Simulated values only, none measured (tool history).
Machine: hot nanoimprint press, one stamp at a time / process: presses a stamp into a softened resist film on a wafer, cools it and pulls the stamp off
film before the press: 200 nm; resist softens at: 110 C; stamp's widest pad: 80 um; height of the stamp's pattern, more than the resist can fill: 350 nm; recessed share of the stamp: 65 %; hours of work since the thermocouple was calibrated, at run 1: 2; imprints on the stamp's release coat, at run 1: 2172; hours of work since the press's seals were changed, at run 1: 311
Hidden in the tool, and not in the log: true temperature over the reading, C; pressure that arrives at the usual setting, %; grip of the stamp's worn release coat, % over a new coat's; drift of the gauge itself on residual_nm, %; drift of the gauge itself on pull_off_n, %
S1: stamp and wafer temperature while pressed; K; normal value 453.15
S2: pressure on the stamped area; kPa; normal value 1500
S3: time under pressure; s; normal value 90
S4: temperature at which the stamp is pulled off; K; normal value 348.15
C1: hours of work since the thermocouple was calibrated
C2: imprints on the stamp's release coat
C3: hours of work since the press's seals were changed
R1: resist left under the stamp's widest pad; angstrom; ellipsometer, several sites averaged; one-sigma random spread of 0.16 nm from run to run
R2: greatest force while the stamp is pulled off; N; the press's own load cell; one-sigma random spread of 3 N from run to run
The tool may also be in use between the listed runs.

{"run": 1, "hour": 0.0, "S1": 453.15, "S2": 1500, "S3": 90, "S4": 348.15, "C1": 2, "C2": 2172, "C3": 311, "R1": 1090, "R2": 145}
{"run": 2, "hour": 38.4, "S1": 453.15, "S2": 1500, "S3": 90, "S4": 348.15, "C1": 19, "C2": 2261, "C3": 328, "R1": 1093, "R2": 145}
{"run": 3, "hour": 82.8, "S1": 463.15, "S2": 1500, "S3": 90, "S4": 348.15, "C1": 39, "C2": 2363, "C3": 348, "R1": 746, "R2": 139}
{"hour": 136.4, "done": "stamp cleaned and given a new release coat"}
{"run": 4, "hour": 139.2, "S1": 463.15, "S2": 1500, "S3": 90, "S4": 348.15, "C1": 62, "C2": 7, "C3": 371, "R1": 747, "R2": 138}
{"run": 5, "hour": 172.2, "S1": 463.15, "S2": 1500, "S3": 90, "S4": 348.15, "C1": 77, "C2": 83, "C3": 386, "R1": 747, "R2": 140}
{"run": 6, "hour": 227.3, "S1": 453.15, "S2": 1500, "S3": 90, "S4": 348.15, "C1": 102, "C2": 211, "C3": 410, "R1": 1096, "R2": 142}
{"run": 7, "hour": 256.9, "S1": 453.15, "S2": 1500, "S3": 90, "S4": 348.15, "C1": 115, "C2": 279, "C3": 424, "R1": 1096, "R2": 141}
{"run": 8, "hour": 286.1, "S1": 453.15, "S2": 1500, "S3": 67, "S4": 348.15, "C1": 128, "C2": 347, "C3": 437, "R1": 1209, "R2": 142}
{"run": 9, "hour": 337.4, "S1": 453.15, "S2": 1500, "S3": 150, "S4": 348.15, "C1": 151, "C2": 465, "C3": 460, "R1": 912, "R2": 140}
{"run": 10, "hour": 380.5, "S1": 453.15, "S2": 1500, "S3": 90, "S4": 335.15, "C1": 170, "C2": 565, "C3": 479, "R1": 1099, "R2": 177}
{"run": 11, "hour": 417.8, "S1": 453.15, "S2": 1500, "S3": 90, "S4": 335.15, "C1": 187, "C2": 651, "C3": 496, "R1": 1098, "R2": 181}
{"run": 12, "hour": 444.6, "S1": 442.15, "S2": 2160, "S3": 129, "S4": 337.15, "C1": 199, "C2": 713, "C3": 508, "R1": 1292, "R2": 176}
{"run": 13, "hour": 474.6, "S1": 455.15, "S2": 1130, "S3": 174, "S4": 342.15, "C1": 213, "C2": 782, "C3": 521, "R1": 903, "R2": 159}
{"run": 14, "hour": 517.1, "S1": 446.15, "S2": 1480, "S3": 155, "S4": 340.15, "C1": 232, "C2": 881, "C3": 540, "R1": 1206, "R2": 171}
{"run": 15, "hour": 565.1, "S1": 460.15, "S2": 1500, "S3": 90, "S4": 335.15, "C1": 253, "C2": 992, "C3": 562, "R1": 847, "R2": 179}
{"run": 16, "hour": 590.7, "S1": 453.15, "S2": 1500, "S3": 153, "S4": 335.15, "C1": 265, "C2": 1051, "C3": 574, "R1": 909, "R2": 178}
{"hour": 627.1, "done": "press's hydraulic seals changed and the load cell set to zero"}
{"run": 17, "hour": 629.8, "S1": 464.15, "S2": 970, "S3": 113, "S4": 351.15, "C1": 279, "C2": 1123, "C3": 1, "R1": 807, "R2": 131}

Predict each of these 5 candidate next runs independently; none follows another, all start after run 17:
{"hour": 648.9, "done": "plate thermocouple calibrated"}
{"run": "A", "hour": 674.2, "S1": 453.15, "S2": 1000, "S3": 62, "S4": 336.15, "C1": 11, "C2": 1219, "C3": 20, "R1": "?", "R2": "?"}
{"hour": 648.9, "done": "plate thermocouple calibrated"}
{"run": "B", "hour": 674.2, "S1": 461.15, "S2": 970, "S3": 113, "S4": 350.15, "C1": 11, "C2": 1219, "C3": 20, "R1": "?", "R2": "?"}
{"hour": 648.9, "done": "plate thermocouple calibrated"}
{"run": "C", "hour": 674.2, "S1": 462.15, "S2": 1950, "S3": 73, "S4": 348.15, "C1": 11, "C2": 1219, "C3": 20, "R1": "?", "R2": "?"}
{"hour": 648.9, "done": "plate thermocouple calibrated"}
{"run": "D", "hour": 674.2, "S1": 448.15, "S2": 1500, "S3": 90, "S4": 348.15, "C1": 11, "C2": 1219, "C3": 20, "R1": "?", "R2": "?"}
{"hour": 648.9, "done": "plate thermocouple calibrated"}
{"run": "E", "hour": 674.2, "S1": 460.15, "S2": 1500, "S3": 51, "S4": 349.15, "C1": 11, "C2": 1219, "C3": 20, "R1": "?", "R2": "?"}

run=A R1=1414 R2=186
run=B R1=905 R2=132
run=C R1=759 R2=144
run=D R1=1315 R2=142
run=E R1=1049 R2=137
Without the tool's unlogged condition, the same runs would have read:
run=A R1=1397 R2=184
run=B R1=893 R2=131
run=C R1=749 R2=143
run=D R1=1299 R2=141
run=E R1=1036 R2=136
